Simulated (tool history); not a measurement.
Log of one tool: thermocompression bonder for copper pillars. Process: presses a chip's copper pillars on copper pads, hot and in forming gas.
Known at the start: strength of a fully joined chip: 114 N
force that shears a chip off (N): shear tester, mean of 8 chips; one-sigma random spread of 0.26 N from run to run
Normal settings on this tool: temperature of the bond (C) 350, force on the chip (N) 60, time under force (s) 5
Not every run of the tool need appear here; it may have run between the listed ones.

run	hour	temperature of the bond (C)	force on the chip (N)	time under force (s)	force that shears a chip off (N)
1	0.0	350	60	5	58.6
2	9.6	350	60	5	59.0
3	17.8	350	60	5	58.2
4	27.8	350	60	5	58.6
5	38.0	350	40	5	42.4
6	50.1	323	60	5	47.4
7	57.0	350	78	5	70.5
# hour 58.3: forming gas filter changed
8	68.6	350	78	5	70.4
9	79.3	350	78	5	70.1
10	91.1	350	78	5	70.2
11	96.8	350	78	5	70.7
12	107.9	350	78	5	70.3
13	116.3	350	36	5	39.1
14	124.3	350	36	8	46.6
15	135.8	350	60	5	58.8
16	145.8	350	60	5	58.8
17	158.5	350	60	5	58.6
18	170.2	350	60	5	59.1
19	176.5	351	60	5	58.7
20	185.5	351	60	5	59.1
21	197.0	351	60	5	59.0
22	203.9	351	60	5	58.7
23	211.7	327	78	5	59.9
24	223.7	372	41	11	66.9
25	232.6	372	48	7	64.6
26	244.2	368	67	4	66.6
27	257.0	361	60	5	63.8
28	262.3	361	60	5	63.2
29	270.1	350	70	5	65.2
30	276.7	350	43	15	66.5
31	285.4	350	43	15	66.4
32	295.6	350	43	15	66.4
33	301.5	350	57	13	76.2
34	308.3	332	59	12	67.6
35	320.6	332	59	12	67.9
36	329.6	350	60	6	61.9
37	336.8	341	60	4	50.8
38	348.1	350	76	10	83.1
# hour 353.5: forming gas filter changed
39	357.4	375	36	10	60.4
40	366.7	337	46	5	42.5

Below are 4 alternative next runs, each starting from the tool's condition after run 40. Predict each:
A	378.5	376	39	5	?
B	378.5	359	46	5	?
C	378.5	337	49	5	?
D	378.5	350	52	5	?

run	force that shears a chip off (N)
A	50.9
B	51.4
C	45.0
D	52.4
With no hidden state in the tool, these same runs would have given:
run	force that shears a chip off (N)
A	51.0
B	51.4
C	45.1
D	52.5
